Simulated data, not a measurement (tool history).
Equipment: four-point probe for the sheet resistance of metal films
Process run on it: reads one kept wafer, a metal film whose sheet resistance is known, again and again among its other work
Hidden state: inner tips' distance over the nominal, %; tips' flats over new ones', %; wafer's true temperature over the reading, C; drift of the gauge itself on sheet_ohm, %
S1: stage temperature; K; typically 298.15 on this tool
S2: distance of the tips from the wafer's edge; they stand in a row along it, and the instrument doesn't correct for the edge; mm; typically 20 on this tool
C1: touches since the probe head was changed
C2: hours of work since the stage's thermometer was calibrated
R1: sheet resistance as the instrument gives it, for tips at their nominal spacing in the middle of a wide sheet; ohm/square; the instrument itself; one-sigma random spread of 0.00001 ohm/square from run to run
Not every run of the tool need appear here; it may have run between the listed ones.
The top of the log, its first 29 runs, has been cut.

run 30 hour=327.6 | S1=307.15 S2=4 | C1=39134 C2=302 | R1=0.053333
run 31 hour=339.3 | S1=298.15 S2=4 | C1=39728 C2=310 | R1=0.053393
run 32 hour=354.7 | S1=302.15 S2=3 | C1=40514 C2=320 | R1=0.055179
run 33 hour=369.9 | S1=302.15 S2=24 | C1=41283 C2=330 | R1=0.050835
run 34 hour=385.7 | S1=302.15 S2=24 | C1=42090 C2=341 | R1=0.050853
run 35 hour=397.7 | S1=302.15 S2=9 | C1=42698 C2=349 | R1=0.051292
run 36 hour=409.5 | S1=298.15 S2=4 | C1=43299 C2=356 | R1=0.053399
run 37 hour=418.6 | S1=298.15 S2=4 | C1=43764 C2=362 | R1=0.053383
run 38 hour=425.4 | S1=293.15 S2=10 | C1=44108 C2=367 | R1=0.051244
run 39 hour=434.6 | S1=293.15 S2=10 | C1=44576 C2=373 | R1=0.051283
run 40 hour=448.5 | S1=293.15 S2=10 | C1=45283 C2=382 | R1=0.051249
run 41 hour=458.8 | S1=294.15 S2=12 | C1=45806 C2=389 | R1=0.051115
run 42 hour=466.9 | S1=302.15 S2=42 | C1=46217 C2=394 | R1=0.050789
run 43 hour=482.4 | S1=297.15 S2=8 | C1=47006 C2=404 | R1=0.051489
run 44 hour=490.5 | S1=295.15 S2=40 | C1=47418 C2=410 | R1=0.050848
run 45 hour=500.9 | S1=295.15 S2=40 | C1=47948 C2=416 | R1=0.050825

What if the next run were any one of these 4? Each begins from the tool's condition after run 45:
run A hour=514.2 | S1=295.15 S2=8 | C1=48624 C2=425 | R1=?
run B hour=514.2 | S1=303.15 S2=3 | C1=48624 C2=425 | R1=?
run C hour=514.2 | S1=293.15 S2=39 | C1=48624 C2=425 | R1=?
run D hour=514.2 | S1=298.15 S2=33 | C1=48624 C2=425 | R1=?

run=A R1=0.051483
run=B R1=0.055195
run=C R1=0.050849
run=D R1=0.050835
Without the tool's hidden state the same runs would have given:
run=A R1=0.051483
run=B R1=0.055194
run=C R1=0.050849
run=D R1=0.050835
